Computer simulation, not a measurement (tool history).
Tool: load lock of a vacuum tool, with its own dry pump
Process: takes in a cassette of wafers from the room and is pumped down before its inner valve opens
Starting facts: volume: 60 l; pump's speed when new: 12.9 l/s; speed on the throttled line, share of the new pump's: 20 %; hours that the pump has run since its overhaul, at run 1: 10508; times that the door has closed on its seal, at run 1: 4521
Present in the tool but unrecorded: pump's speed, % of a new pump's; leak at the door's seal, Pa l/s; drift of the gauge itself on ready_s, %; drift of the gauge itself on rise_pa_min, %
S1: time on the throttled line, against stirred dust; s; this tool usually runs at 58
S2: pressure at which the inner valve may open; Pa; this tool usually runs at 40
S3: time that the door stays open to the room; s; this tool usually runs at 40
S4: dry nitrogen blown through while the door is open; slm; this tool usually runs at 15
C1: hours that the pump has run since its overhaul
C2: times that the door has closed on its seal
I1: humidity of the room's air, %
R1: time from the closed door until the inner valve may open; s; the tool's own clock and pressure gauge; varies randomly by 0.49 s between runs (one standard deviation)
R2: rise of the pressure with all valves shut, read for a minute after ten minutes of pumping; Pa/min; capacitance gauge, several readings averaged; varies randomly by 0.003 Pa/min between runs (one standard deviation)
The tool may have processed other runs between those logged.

| run | day | S1 | S2 | S3 | S4 | C1 | C2 | I1 | R1 | R2 |
|---|---|---|---|---|---|---|---|---|---|---|
| 1 | 0 | 58 | 40 | 40 | 15 | 10508 | 4521 | 45.7 | 85.1 | 0.047 |
| 2 | 3.225 | 58 | 35 | 40 | 15 | 10586 | 4637 | 44.3 | 85 | 0.044 |
| 3 | 6.238 | 58 | 35 | 40 | 15 | 10658 | 4746 | 45.3 | 86 | 0.043 |
| 4 | 9.971 | 58 | 76 | 40 | 15 | 10747 | 4881 | 44.4 | 82.4 | 0.043 |
| 5 | 13.033 | 58 | 51 | 40 | 15 | 10821 | 4991 | 42.9 | 83.5 | 0.048 |
| 6 | 16.196 | 58 | 51 | 40 | 15 | 10897 | 5105 | 46.2 | 84.1 | 0.055 |
| 7 | 19.083 | 58 | 51 | 40 | 15 | 10966 | 5209 | 45 | 84.2 | 0.05 |
| 8 | 22.762 | 58 | 51 | 40 | 15 | 11054 | 5342 | 42.6 | 83.7 | 0.048 |
| 9 | 26.942 | 58 | 51 | 40 | 15 | 11155 | 5493 | 47.3 | 84.1 | 0.052 |
| 10 | 29.392 | 58 | 40 | 98 | 15 | 11214 | 5581 | 44.6 | 85 | 0.06 |
| 11 | 31.571 | 58 | 40 | 98 | 15 | 11266 | 5660 | 42.8 | 85.9 | 0.055 |
| 12 | 33.921 | 58 | 71 | 40 | 15 | 11322 | 5744 | 43.7 | 82.9 | 0.054 |
| 13 | 36.954 | 58 | 40 | 40 | 15 | 11395 | 5854 | 46 | 85 | 0.053 |
| 14 | 38.729 | 58 | 40 | 40 | 15 | 11438 | 5918 | 47 | 84.9 | 0.052 |
| 15 | 42.788 | 58 | 31 | 40 | 15 | 11535 | 6064 | 46.9 | 86.8 | 0.055 |
| 16 | 45.021 | 58 | 31 | 40 | 15 | 11589 | 6145 | 43.5 | 86.3 | 0.057 |
| 17 | 47.55 | 58 | 34 | 40 | 12 | 11649 | 6236 | 45.7 | 86.5 | 0.059 |
| 18 | 49.296 | 58 | 40 | 143 | 15 | 11691 | 6299 | 47.8 | 86.2 | 0.07 |
| 19 | 51.179 | 58 | 40 | 143 | 15 | 11736 | 6367 | 45.8 | 85.5 | 0.073 |
| 20 | 53.817 | 100 | 70 | 110 | 15 | 11800 | 6462 | 46.4 | 115.3 | 0.065 |
| 21 | 57.55 | 100 | 49 | 41 | 22 | 11889 | 6596 | 41.3 | 117.6 | 0.059 |
| 22 | 59.233 | 64 | 34 | 126 | 15 | 11930 | 6657 | 46.4 | 92 | 0.065 |
| 23 | 62.962 | 37 | 37 | 40 | 15 | 12019 | 6792 | 44.3 | 69.9 | 0.061 |
| 24 | 66.238 | 37 | 37 | 40 | 15 | 12098 | 6910 | 47.1 | 69.6 | 0.062 |
| 25 | 68.838 | 56 | 40 | 40 | 17 | 12160 | 7004 | 48.4 | 84.1 | 0.064 |
| 26 | 72.379 | 56 | 40 | 40 | 17 | 12245 | 7131 | 45.6 | 84.2 | 0.057 |
| 27 | 75.867 | 56 | 40 | 40 | 17 | 12329 | 7257 | 47.6 | 84.8 | 0.065 |
| 28 | 79.858 | 56 | 40 | 40 | 17 | 12425 | 7401 | 46.3 | 84.4 | 0.07 |

Below are 5 alternative next runs, each starting from the tool's condition after run 28. Predict each:
| A | 83.142 | 58 | 40 | 35 | 19 | 12504 | 7519 | 44.6 | ? | ? |
| B | 83.142 | 32 | 29 | 43 | 17 | 12504 | 7519 | 46.4 | ? | ? |
| C | 83.142 | 58 | 72 | 125 | 15 | 12504 | 7519 | 44.6 | ? | ? |
| D | 83.142 | 112 | 28 | 40 | 17 | 12504 | 7519 | 49.9 | ? | ? |
| E | 83.142 | 56 | 31 | 225 | 17 | 12504 | 7519 | 50.4 | ? | ? |

| run | R1 | R2 |
|---|---|---|
| A | 85.7 | 0.072 |
| B | 67.1 | 0.066 |
| C | 83 | 0.071 |
| D | 130.6 | 0.067 |
| E | 85.3 | 0.077 |
Stripped of hidden state, with their random variation kept, the same runs would have yielded:
| run | R1 | R2 |
|---|---|---|
| A | 83.2 | 0.018 |
| B | 63.9 | 0.012 |
| C | 80.8 | 0.017 |
| D | 129 | 0.013 |
| E | 82.7 | 0.024 |

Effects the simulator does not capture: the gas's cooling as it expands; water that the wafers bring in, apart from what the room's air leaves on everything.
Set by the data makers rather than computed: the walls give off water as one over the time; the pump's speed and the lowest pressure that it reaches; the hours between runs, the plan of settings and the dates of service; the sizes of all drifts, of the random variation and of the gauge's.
